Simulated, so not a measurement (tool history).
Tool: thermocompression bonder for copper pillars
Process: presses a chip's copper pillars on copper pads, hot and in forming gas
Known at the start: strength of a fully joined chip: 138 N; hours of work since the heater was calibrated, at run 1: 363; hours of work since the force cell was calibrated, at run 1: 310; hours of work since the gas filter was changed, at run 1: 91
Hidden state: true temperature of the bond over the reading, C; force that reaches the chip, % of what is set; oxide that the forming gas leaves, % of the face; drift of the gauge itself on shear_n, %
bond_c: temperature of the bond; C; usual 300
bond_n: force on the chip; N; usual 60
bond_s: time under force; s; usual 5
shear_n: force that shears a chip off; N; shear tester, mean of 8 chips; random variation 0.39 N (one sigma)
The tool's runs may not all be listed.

run	hour	bond_c	bond_n	bond_s	hours of work since the heater was calibrated	hours of work since the force cell was calibrated	hours of work since the gas filter was changed	shear_n
1	0.0	300	60	5	363	310	91	93.4
2	10.3	300	60	5	371	318	99	93.3
3	21.6	291	60	5	380	327	108	86.6
4	33.3	300	79	5	389	336	118	109.2
5	42.7	300	51	5	396	343	125	81.4
6	51.1	300	51	5	403	350	131	81.2
7	56.9	300	60	6	408	354	136	95.6
8	63.6	300	60	6	413	360	141	96.8
9	76.3	300	60	6	423	370	151	95.8
10	83.7	300	60	3	429	376	157	80.1
11	90.8	300	71	5	434	381	163	102.4
# hour 102.1: forming gas filter changed
12	104.1	300	71	5	444	391	2	107.4
13	111.2	300	71	5	450	397	7	107.5
14	123.2	300	65	5	459	406	17	101.6
15	130.5	310	60	5	465	412	22	101.8
16	137.5	310	60	5	471	418	28	101.2
17	144.4	300	40	5	476	423	33	67.7
# hour 147.5: heater calibrated with a thermocouple chip
18	157.8	300	40	5	8	432	42	69.1
19	170.3	300	40	5	18	442	52	68.9
# hour 178.6: heater calibrated with a thermocouple chip, once more
20	182.4	300	40	5	3	450	60	63.0
21	193.2	327	51	5	11	458	68	95.4
22	203.8	322	84	6	20	467	77	124.1
23	213.0	320	45	6	27	474	84	87.1
24	222.6	300	58	5	35	481	92	87.0
25	229.2	278	38	8	40	486	97	56.3
26	242.0	283	82	4	50	497	107	93.1
27	249.2	283	82	4	56	502	113	93.2
28	261.2	326	36	13	65	512	122	93.3
29	273.6	326	36	3	75	521	132	58.3
30	279.0	326	36	3	79	526	136	58.1
31	291.4	320	43	11	89	536	146	96.6
32	297.3	320	43	11	93	540	150	96.1
33	305.8	312	80	3	100	547	157	102.4
34	312.4	307	70	5	105	552	162	101.8
35	321.4	300	46	7	112	559	169	77.4
# hour 324.6: forming gas filter changed
36	332.5	316	60	4	121	567	6	97.1
37	339.9	306	60	5	127	573	12	96.2
38	352.3	274	60	12	136	583	22	96.1
39	365.1	289	60	3	146	593	32	71.9

How the hidden state differs across the entries between the runs, from the last listed run before each to the first after it:
Between runs 11 and 12: forming gas filter changed (hour 102.1)
  true temperature of the bond over the reading, C: 4.7 -> 4.8; oxide that the forming gas leaves, % of the face: 5.71 -> 0.71
  measured less the result without the state, shear_n: -4.1 -> +1.3 N
Between runs 17 and 18: heater calibrated with a thermocouple chip (hour 147.5)
  true temperature of the bond over the reading, C: 5.1 -> 8.5; force that reaches the chip, % of what is set: 97.9 -> 97.8; oxide that the forming gas leaves, % of the face: 1.72 -> 2.02
  measured less the result without the state, shear_n: +0.9 -> +2.8 N
Between runs 19 and 20: heater calibrated with a thermocouple chip, once more (hour 178.6)
  true temperature of the bond over the reading, C: 8.6 -> -1.7; oxide that the forming gas leaves, % of the face: 2.34 -> 2.59
  measured less the result without the state, shear_n: +2.5 -> -3.9 N
Between runs 35 and 36: forming gas filter changed (hour 324.6)
  true temperature of the bond over the reading, C: -0.6 -> -0.5; oxide that the forming gas leaves, % of the face: 5.96 -> 0.76
  measured less the result without the state, shear_n: -6.8 -> -2.5 N
